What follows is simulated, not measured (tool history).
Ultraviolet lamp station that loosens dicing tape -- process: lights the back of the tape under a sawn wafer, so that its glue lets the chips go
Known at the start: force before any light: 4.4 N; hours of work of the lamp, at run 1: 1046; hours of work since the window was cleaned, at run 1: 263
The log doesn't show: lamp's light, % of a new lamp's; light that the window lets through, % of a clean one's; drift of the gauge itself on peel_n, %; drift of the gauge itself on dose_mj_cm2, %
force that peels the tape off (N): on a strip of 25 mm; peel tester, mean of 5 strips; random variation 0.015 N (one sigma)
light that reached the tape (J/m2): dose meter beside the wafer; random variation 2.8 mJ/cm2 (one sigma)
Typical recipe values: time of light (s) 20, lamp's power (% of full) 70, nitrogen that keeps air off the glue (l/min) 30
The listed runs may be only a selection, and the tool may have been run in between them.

run,hour,time of light (s),lamp's power (% of full),nitrogen that keeps air off the glue (l/min),hours of work of the lamp,hours of work since the window was cleaned,force that peels the tape off (N),light that reached the tape (J/m2)
1,0.0,20,70,30,1046,263,1.212,2660
2,30.9,34,70,30,1070,287,0.572,4390
3,67.0,34,70,30,1099,316,0.573,4350
4,86.8,34,70,30,1115,331,0.574,4330
# hour 93.1: window cleaned of glue's vapour
5,122.7,34,70,30,1142,23,0.591,4220
6,154.8,24,70,30,1168,49,1.015,2900
7,188.3,30,70,30,1194,75,0.776,3560
8,206.5,20,73,30,1209,89,1.265,2480
9,243.8,20,89,30,1238,119,0.996,3000
10,273.7,20,89,30,1261,142,1.044,2880
# hour 276.2: window cleaned of glue's vapour, once more
11,309.6,20,89,30,1289,26,0.867,3190
12,343.9,20,89,30,1316,53,0.914,3200
13,362.1,20,70,50,1331,68,1.118,2510
14,387.0,20,70,50,1350,87,1.090,2470
15,422.1,20,70,50,1378,115,1.149,2410
16,450.2,20,87,25,1400,137,1.049,2960

Hidden condition of the tool, last listed run before each entry between runs versus first listed run after:
Run 4 -> run 5: window cleaned of glue's vapour (hour 93.1)
  lamp's light, % of a new lamp's: 70.3 -> 69.6; light that the window lets through, % of a clean one's: 93.2 -> 91.2
  measured minus no-state result, force that peels the tape off (N): +0.271 -> +0.302; light that reached the tape (J/m2): -2280 -> -2430
Run 10 -> run 11: window cleaned of glue's vapour, once more (hour 276.2)
  lamp's light, % of a new lamp's: 66.6 -> 65.9; light that the window lets through, % of a clean one's: 88.9 -> 99.5
  measured minus no-state result, force that peels the tape off (N): +0.571 -> +0.416; light that reached the tape (J/m2): -2020 -> -1690

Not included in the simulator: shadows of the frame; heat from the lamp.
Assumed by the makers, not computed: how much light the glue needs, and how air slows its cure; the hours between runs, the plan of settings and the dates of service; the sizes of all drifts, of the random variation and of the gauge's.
